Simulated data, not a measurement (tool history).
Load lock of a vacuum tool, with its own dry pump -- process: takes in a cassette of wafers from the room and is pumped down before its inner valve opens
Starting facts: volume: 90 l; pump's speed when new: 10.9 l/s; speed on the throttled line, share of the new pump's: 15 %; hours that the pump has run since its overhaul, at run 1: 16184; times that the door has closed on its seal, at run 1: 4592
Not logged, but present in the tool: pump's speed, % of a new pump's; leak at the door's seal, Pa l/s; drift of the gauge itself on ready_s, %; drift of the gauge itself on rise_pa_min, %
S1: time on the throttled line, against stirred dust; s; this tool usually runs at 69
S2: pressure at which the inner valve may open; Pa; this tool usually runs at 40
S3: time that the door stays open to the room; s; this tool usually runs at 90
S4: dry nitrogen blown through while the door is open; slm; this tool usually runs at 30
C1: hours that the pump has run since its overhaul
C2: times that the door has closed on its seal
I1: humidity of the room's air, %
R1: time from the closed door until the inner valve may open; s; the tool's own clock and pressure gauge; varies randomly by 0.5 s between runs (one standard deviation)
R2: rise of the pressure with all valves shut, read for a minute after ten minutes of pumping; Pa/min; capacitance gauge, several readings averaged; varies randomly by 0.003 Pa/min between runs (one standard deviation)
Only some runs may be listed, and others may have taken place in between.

run    hour   S1  S2   S3  S4     C1    C2    I1     R1     R2
  1     0.0   69  40   90  30  16184  4592  47.7  127.9  0.045
  2    49.7   69  40   90  30  16234  4651  46.1  128.6  0.043
  3   149.0   69  33   90  30  16333  4769  42.0  129.8  0.041
  4   197.1   69  40   90  19  16381  4827  47.6  129.0  0.049
  5   265.7   69  40   90  30  16450  4908  42.7  128.5  0.035
  6   354.6   85  40   90  30  16539  5014  45.7  141.5  0.045
  7   415.5   85  40   90  30  16600  5087  42.8  142.3  0.041
  8   506.7   69  40   90   6  16691  5195  46.1  128.5  0.061
  9   596.1   69  40   90   6  16780  5302  47.5  129.3  0.065
 10   651.3   69  40   90   6  16835  5368  47.4  127.6  0.066
 11   725.0   69  40   90   6  16909  5455  45.2  129.0  0.065
 12   772.7   69  40   90   6  16957  5512  41.6  128.4  0.060
 13   839.6   69  40   26  30  17024  5592  43.5  128.0  0.036
 14   934.4   69  40   26  30  17118  5705  42.7  128.3  0.036
 15  1012.9   69  40   26  30  17197  5798  46.7  128.4  0.036
 16  1094.3   69  40   26  30  17278  5895  48.2  128.6  0.038
 17  1183.0   69  40   26  30  17367  6001  44.0  128.2  0.036
 18  1239.8   69  40   26  30  17424  6069  44.4  128.8  0.035
 19  1337.3   69  40   26  30  17521  6185  42.4  128.3  0.036
 20  1389.4  104  40   90   9  17573  6247  44.9  157.7  0.064
 21  1450.8  104  40   90   9  17635  6320  46.3  157.3  0.064
 22  1531.0  104  40   90   9  17715  6416  47.4  156.5  0.068
 23  1617.0   81  61   35  18  17801  6518  41.1  135.1  0.045
 24  1714.5  114  57   90   5  17899  6634  44.3  162.9  0.068
 25  1756.8  114  57   90   5  17941  6684  45.5  162.6  0.070
 26  1814.8   69  42   25  34  17999  6754  43.4  128.0  0.035
 27  1887.6   69  42   25  34  18072  6840  47.9  128.1  0.041
 28  1931.1   69  70  221  34  18115  6892  46.4  123.2  0.055
 29  2025.6  138  50   57  30  18210  7005  41.4  184.0  0.039
 30  2094.2  137  34   90  18  18278  7086  45.3  186.5  0.051
 31  2160.7   99  74   90  30  18345  7166  44.1  148.1  0.050
 32  2224.0   43  40   90   7  18408  7241  48.8  107.6  0.073
 33  2270.0   71  38   90  22  18454  7296  46.8  130.6  0.056
 34  2319.2   71  38   90  22  18503  7354  46.5  129.4  0.052
 35  2370.7   36  34   90   8  18555  7416  44.6  103.2  0.071
 36  2418.3   36  74   90  11  18602  7472  46.6   95.7  0.065
 37  2509.9  109  48   73   5  18694  7582  46.3  160.6  0.069

3 ways to go on from here, each from the tool as it stands after run 37. What would each give?
  A  2560.8   88  48  104   5  18745  7642  46.4   ?   ?
  B  2560.8   69  40   46  30  18745  7642  43.4   ?   ?
  C  2560.8  107  40   90  30  18745  7642  46.2   ?   ?

run     R1     R2
  A  142.2  0.085
  B  129.7  0.047
  C  160.1  0.051
The same runs, with their run-to-run variation unchanged, on a tool lacking any hidden condition would have given:
run     R1     R2
  A  136.9  0.056
  B  124.1  0.018
  C  155.1  0.022
